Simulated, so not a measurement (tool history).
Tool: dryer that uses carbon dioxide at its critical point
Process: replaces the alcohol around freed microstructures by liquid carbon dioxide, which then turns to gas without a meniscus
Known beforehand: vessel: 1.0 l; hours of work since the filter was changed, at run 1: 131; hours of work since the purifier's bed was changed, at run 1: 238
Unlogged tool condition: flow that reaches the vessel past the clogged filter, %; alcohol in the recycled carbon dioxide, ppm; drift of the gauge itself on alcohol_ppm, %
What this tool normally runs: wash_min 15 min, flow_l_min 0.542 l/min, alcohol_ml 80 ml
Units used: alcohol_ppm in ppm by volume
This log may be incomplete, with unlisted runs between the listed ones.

run    hour  wash_min  flow_l_min  alcohol_ml  hours of work since the filter was changed  hours of work since the purifier's bed was changed  alcohol_ppm
  1     0.0        15       0.542          80                                         131                                                 238          133
  2    21.2        10       0.542          80                                         138                                                 245          882
  3    54.8        15       0.542          80                                         150                                                 257          150
  4    74.7        15       0.739          80                                         156                                                 263           61
  5   111.6        15       0.542          33                                         168                                                 276          101
  6   138.0        15       0.542          82                                         177                                                 284          154
  7   163.2        20       0.542          82                                         186                                                 293           77
  8   207.2        15       0.542          37                                         200                                                 308          104
  9   248.4        15       0.668          37                                         214                                                 321           76
 10   284.5        15       0.542          80                                         226                                                 333          174
 11   307.2        15       0.542          80                                         234                                                 341          166
 12   344.6        15       0.542          80                                         246                                                 353          189
 13   387.7        15       0.542          80                                         261                                                 368          191
 14   421.9        11       0.542          80                                         272                                                 379          727
 15   443.6        11       0.542          80                                         279                                                 386          724
 16   476.8        15       0.343          80                                         290                                                 397         1394
 17   511.0        15       0.343          80                                         302                                                 409         1400
 18   554.1        13       0.542          80                                         316                                                 423          358
 19   593.2        15       0.424          80                                         329                                                 436          601
 20   626.1        15       0.424          80                                         340                                                 447          624
 21   674.1        23       0.574          35                                         356                                                 463          105
 22   705.4        23       0.457          35                                         367                                                 474          118
 23   733.3        23       0.457          35                                         376                                                 483          126
 24   760.0        23       0.457          35                                         385                                                 492          117
 25   793.0        23       0.457          35                                         396                                                 503          123
 26   819.2        17       0.743          70                                         404                                                 512          117
 27   843.9        15       0.745          80                                         413                                                 520          134
 28   883.4        15       0.334          57                                         426                                                 533         1304
 29   908.4        15       0.334          57                                         434                                                 541         1339
      936.0  -- inlet filter changed
 30   940.2        15       0.334          57                                           1                                                 552          831
 31   976.4        12       0.663          85                                          13                                                 564          202
 32  1012.2        12       0.546          80                                          25                                                 576          398
 33  1050.8        12       0.546          80                                          38                                                 589          397
 34  1076.8        23       0.542          80                                          47                                                 597          136
 35  1106.6         9       0.542          31                                          57                                                 607          593
 36  1148.1        14       0.542         117                                          71                                                 621          308
 37  1168.7        14       0.542         117                                          78                                                 628          303
 38  1196.0        22       0.772         117                                          87                                                 637          142
 39  1244.2        24       0.664         104                                         103                                                 653          145

What if the next run were any one of these 5? Each begins from the tool's condition after run 39:
  A  1276.0        24       0.410          24                                         113                                                 664            ?
  B  1276.0        17       0.395         111                                         113                                                 664            ?
  C  1276.0        15       0.438          34                                         113                                                 664            ?
  D  1276.0        11       0.918          83                                         113                                                 664            ?
  E  1276.0        15       0.542          86                                         113                                                 664            ?

run  alcohol_ppm
  A          156
  B          516
  C          280
  D          158
  E          237
Without the tool's unlogged condition, the same runs would have read:
run  alcohol_ppm
  A           11
  B          302
  C          111
  D           13
  E           74
